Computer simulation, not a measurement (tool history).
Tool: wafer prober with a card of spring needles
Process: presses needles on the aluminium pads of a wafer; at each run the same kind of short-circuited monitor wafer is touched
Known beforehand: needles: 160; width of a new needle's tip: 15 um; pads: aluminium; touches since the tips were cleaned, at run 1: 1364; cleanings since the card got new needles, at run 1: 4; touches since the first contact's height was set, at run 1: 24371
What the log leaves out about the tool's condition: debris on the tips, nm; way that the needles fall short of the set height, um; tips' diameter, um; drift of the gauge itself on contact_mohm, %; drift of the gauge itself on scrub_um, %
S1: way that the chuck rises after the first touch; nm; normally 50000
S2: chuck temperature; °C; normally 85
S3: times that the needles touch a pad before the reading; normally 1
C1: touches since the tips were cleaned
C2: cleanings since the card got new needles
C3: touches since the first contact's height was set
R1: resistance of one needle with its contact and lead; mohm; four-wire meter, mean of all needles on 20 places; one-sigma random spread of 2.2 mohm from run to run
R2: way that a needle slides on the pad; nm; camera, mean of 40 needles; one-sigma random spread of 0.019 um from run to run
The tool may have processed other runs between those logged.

run,day,S1,S2,S3,C1,C2,C3,R1,R2
1,0.000,50000,85,1,1364,4,24371,243,11160
# day 0.671: tips cleaned on abrasive film
2,1.162,61000,85,1,2958,5,31353,243,13580
# day 1.533: tips cleaned on abrasive film
3,1.821,61000,85,1,1732,6,35281,233,13590
# day 2.412: tips cleaned on abrasive film
4,3.029,50000,85,1,3692,7,42536,243,11090
# day 3.388: tips cleaned on abrasive film
5,4.088,50000,85,1,4218,8,48892,240,11130
# day 4.283: tips cleaned on abrasive film
# day 5.217: tips cleaned on abrasive film
6,5.446,50000,85,1,1379,10,57023,241,11090
# day 6.112: tips cleaned on abrasive film
7,6.454,50000,85,1,2055,11,63078,241,11090
# day 7.071: tips cleaned on abrasive film
8,7.204,50000,85,1,796,12,67570,239,11080
# day 7.925: tips cleaned on abrasive film
9,7.958,50000,85,1,212,13,72099,241,11050
# day 8.792: tips cleaned on abrasive film
10,8.996,50000,85,1,1213,14,78318,242,11070
# day 9.679: tips cleaned on abrasive film
11,10.279,50000,85,1,3614,15,86029,238,11040
# day 10.608: tips cleaned on abrasive film
# day 10.862: height of the first contact set anew
12,11.254,50000,85,1,3832,16,2374,240,10990
# day 11.550: tips cleaned on abrasive film
13,12.162,50000,60,1,3682,17,7818,236,11060
# day 12.404: tips cleaned on abrasive film
# day 13.279: tips cleaned on abrasive film
14,13.475,50000,85,1,1165,19,15665,238,11050
# day 14.162: tips cleaned on abrasive film
15,14.208,57000,85,1,287,20,20075,240,12550
16,15.008,50000,47,1,5109,20,24897,233,11000
# day 15.108: tips cleaned on abrasive film
# day 15.988: tips cleaned on abrasive film
17,16.308,37000,47,2,1941,22,32681,238,8130
# day 16.875: tips cleaned on abrasive film
18,17.600,37000,47,2,4370,23,40442,241,8130
# day 17.733: tips cleaned on abrasive film
19,18.425,38000,47,1,4160,24,45373,231,8350
# day 18.621: tips cleaned on abrasive film
20,19.246,50000,26,1,3765,25,50285,226,10930
# day 19.475: tips cleaned on abrasive film
# day 20.346: tips cleaned on abrasive film
21,20.654,50000,85,2,1845,27,58727,241,10940
# day 21.317: tips cleaned on abrasive film
22,21.621,50000,85,2,1822,28,64525,244,10910
# day 22.217: tips cleaned on abrasive film
23,22.904,48000,93,1,4136,29,72240,246,10460
# day 23.100: tips cleaned on abrasive film
# day 23.992: tips cleaned on abrasive film
24,23.996,50000,30,2,20,31,78756,231,10880
25,24.675,50000,30,2,4121,31,82857,228,10870
# day 24.958: tips cleaned on abrasive film
26,25.546,67000,91,1,3542,32,88088,238,14600
# day 25.767: height of the first contact set anew
# day 25.862: tips cleaned on abrasive film
27,26.321,67000,91,1,2741,33,3313,238,14560
# day 26.750: tips cleaned on abrasive film
28,27.321,67000,91,1,3440,34,9314,244,14530
# day 27.717: tips cleaned on abrasive film
29,28.417,53000,52,2,4214,35,15897,230,11520
# day 28.679: tips cleaned on abrasive film
30,29.392,70000,52,1,4289,36,21754,229,15190
# day 29.621: tips cleaned on abrasive film
# day 29.925: gauge calibrated
31,30.404,70000,52,1,4715,37,27828,233,15680
# day 30.525: tips cleaned on abrasive film
32,31.058,70000,52,1,3210,38,31748,232,15610

Here are 4 independent what-if runs from the current tool condition. What would each one return?
# day 31.458: tips cleaned on abrasive film
A,31.738,47000,52,1,1679,39,35814,?,?
# day 31.458: tips cleaned on abrasive film
B,31.738,70000,37,1,1679,39,35814,?,?
# day 31.458: tips cleaned on abrasive film
C,31.738,35000,52,1,1679,39,35814,?,?
# day 31.458: tips cleaned on abrasive film
D,31.738,34000,73,1,1679,39,35814,?,?

run,R1,R2
A,235,10460
B,228,15610
C,236,7800
D,244,7560
Had the tool no hidden state, the same runs would have come out as:
run,R1,R2
A,235,10480
B,228,15640
C,236,7810
D,244,7570

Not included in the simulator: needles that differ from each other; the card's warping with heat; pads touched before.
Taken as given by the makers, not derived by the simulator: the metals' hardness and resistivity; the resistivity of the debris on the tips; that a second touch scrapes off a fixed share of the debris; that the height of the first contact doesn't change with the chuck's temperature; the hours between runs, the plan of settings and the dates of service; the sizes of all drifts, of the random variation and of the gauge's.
